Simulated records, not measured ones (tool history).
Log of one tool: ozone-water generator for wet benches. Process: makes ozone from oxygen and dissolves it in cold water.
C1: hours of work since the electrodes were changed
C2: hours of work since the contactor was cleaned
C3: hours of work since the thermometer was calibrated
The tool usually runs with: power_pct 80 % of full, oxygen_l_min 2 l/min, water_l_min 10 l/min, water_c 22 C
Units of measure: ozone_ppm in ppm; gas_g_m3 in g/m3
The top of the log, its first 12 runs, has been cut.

run 13 hour=311.5 | power_pct=55 oxygen_l_min=2 water_l_min=7 water_c=21 | C1=1139 C2=3707 C3=887 | ozone_ppm=30.3 gas_g_m3=232
run 14 hour=332.6 | power_pct=55 oxygen_l_min=2 water_l_min=7 water_c=21 | C1=1156 C2=3725 C3=905 | ozone_ppm=30.2 gas_g_m3=228
run 15 hour=363.6 | power_pct=80 oxygen_l_min=2 water_l_min=10 water_c=22 | C1=1182 C2=3751 C3=930 | ozone_ppm=28.7 gas_g_m3=286.5
run 16 hour=390.5 | power_pct=80 oxygen_l_min=2 water_l_min=10 water_c=22 | C1=1205 C2=3773 C3=953 | ozone_ppm=28.5 gas_g_m3=289.2
run 17 hour=414.6 | power_pct=80 oxygen_l_min=2 water_l_min=10 water_c=22 | C1=1225 C2=3793 C3=973 | ozone_ppm=28.7 gas_g_m3=287.5
run 18 hour=439.9 | power_pct=80 oxygen_l_min=2 water_l_min=10 water_c=22 | C1=1246 C2=3814 C3=994 | ozone_ppm=28.5 gas_g_m3=286.3
run 19 hour=461.9 | power_pct=80 oxygen_l_min=2.27 water_l_min=16 water_c=22 | C1=1264 C2=3832 C3=1012 | ozone_ppm=18.5 gas_g_m3=265.5
run 20 hour=491.2 | power_pct=80 oxygen_l_min=2.27 water_l_min=16 water_c=22 | C1=1288 C2=3857 C3=1036 | ozone_ppm=18.9 gas_g_m3=264.3
run 21 hour=520.7 | power_pct=80 oxygen_l_min=1.87 water_l_min=8 water_c=14 | C1=1313 C2=3881 C3=1061 | ozone_ppm=37.5 gas_g_m3=298.6
run 22 hour=542.5 | power_pct=80 oxygen_l_min=1.86 water_l_min=8 water_c=15 | C1=1331 C2=3899 C3=1079 | ozone_ppm=37.5 gas_g_m3=299.3
run 23 hour=570.4 | power_pct=80 oxygen_l_min=1.86 water_l_min=8 water_c=15 | C1=1354 C2=3922 C3=1102 | ozone_ppm=37.3 gas_g_m3=299.2
run 24 hour=587.8 | power_pct=80 oxygen_l_min=1.86 water_l_min=8 water_c=15 | C1=1368 C2=3937 C3=1116 | ozone_ppm=37.2 gas_g_m3=298.5
run 25 hour=619.8 | power_pct=44 oxygen_l_min=1.86 water_l_min=11 water_c=24 | C1=1395 C2=3963 C3=1143 | ozone_ppm=18 gas_g_m3=210.2
run 26 hour=647.3 | power_pct=43 oxygen_l_min=2 water_l_min=14 water_c=22 | C1=1418 C2=3986 C3=1166 | ozone_ppm=14.6 gas_g_m3=198
run 27 hour=681.5 | power_pct=42 oxygen_l_min=1.68 water_l_min=12 water_c=22 | C1=1446 C2=4015 C3=1194 | ozone_ppm=16.2 gas_g_m3=218
run 28 hour=714.9 | power_pct=80 oxygen_l_min=1.7 water_l_min=12 water_c=22 | C1=1474 C2=4042 C3=1222 | ozone_ppm=24.3 gas_g_m3=312.5
run 29 hour=737 | power_pct=67 oxygen_l_min=1.86 water_l_min=15 water_c=26 | C1=1492 C2=4061 C3=1240 | ozone_ppm=17 gas_g_m3=268.6
run 30 hour=754.7 | power_pct=67 oxygen_l_min=1.86 water_l_min=15 water_c=26 | C1=1507 C2=4075 C3=1255 | ozone_ppm=16.9 gas_g_m3=268.3
run 31 hour=786.8 | power_pct=88 oxygen_l_min=1.86 water_l_min=13 water_c=26 | C1=1534 C2=4102 C3=1282 | ozone_ppm=22.6 gas_g_m3=313.5
run 32 hour=824.7 | power_pct=80 oxygen_l_min=2 water_l_min=15 water_c=21 | C1=1565 C2=4133 C3=1313 | ozone_ppm=19.5 gas_g_m3=283.4

Below are 5 alternative next runs, each starting from the tool's condition after run 32. Predict each:
run A hour=855 | power_pct=80 oxygen_l_min=2 water_l_min=8 water_c=17 | C1=1590 C2=4159 C3=1338 | ozone_ppm=? gas_g_m3=?
run B hour=855 | power_pct=85 oxygen_l_min=2 water_l_min=9 water_c=22 | C1=1590 C2=4159 C3=1338 | ozone_ppm=? gas_g_m3=?
run C hour=855 | power_pct=52 oxygen_l_min=3.11 water_l_min=10 water_c=27 | C1=1590 C2=4159 C3=1338 | ozone_ppm=? gas_g_m3=?
run D hour=855 | power_pct=80 oxygen_l_min=1.31 water_l_min=14 water_c=25 | C1=1590 C2=4159 C3=1338 | ozone_ppm=? gas_g_m3=?
run E hour=855 | power_pct=58 oxygen_l_min=2 water_l_min=15 water_c=21 | C1=1590 C2=4159 C3=1338 | ozone_ppm=? gas_g_m3=?

run=A ozone_ppm=35.6 gas_g_m3=283.4
run=B ozone_ppm=31.5 gas_g_m3=293.8
run=C ozone_ppm=19.3 gas_g_m3=166.6
run=D ozone_ppm=19.7 gas_g_m3=372.6
run=E ozone_ppm=16.2 gas_g_m3=233.6
Without the tool's unlogged condition, the same runs would have read:
run=A ozone_ppm=38.2 gas_g_m3=299.3
run=B ozone_ppm=33.9 gas_g_m3=310.9
run=C ozone_ppm=20.5 gas_g_m3=173.6
run=D ozone_ppm=21.3 gas_g_m3=393.6
run=E ozone_ppm=17.4 gas_g_m3=244.3
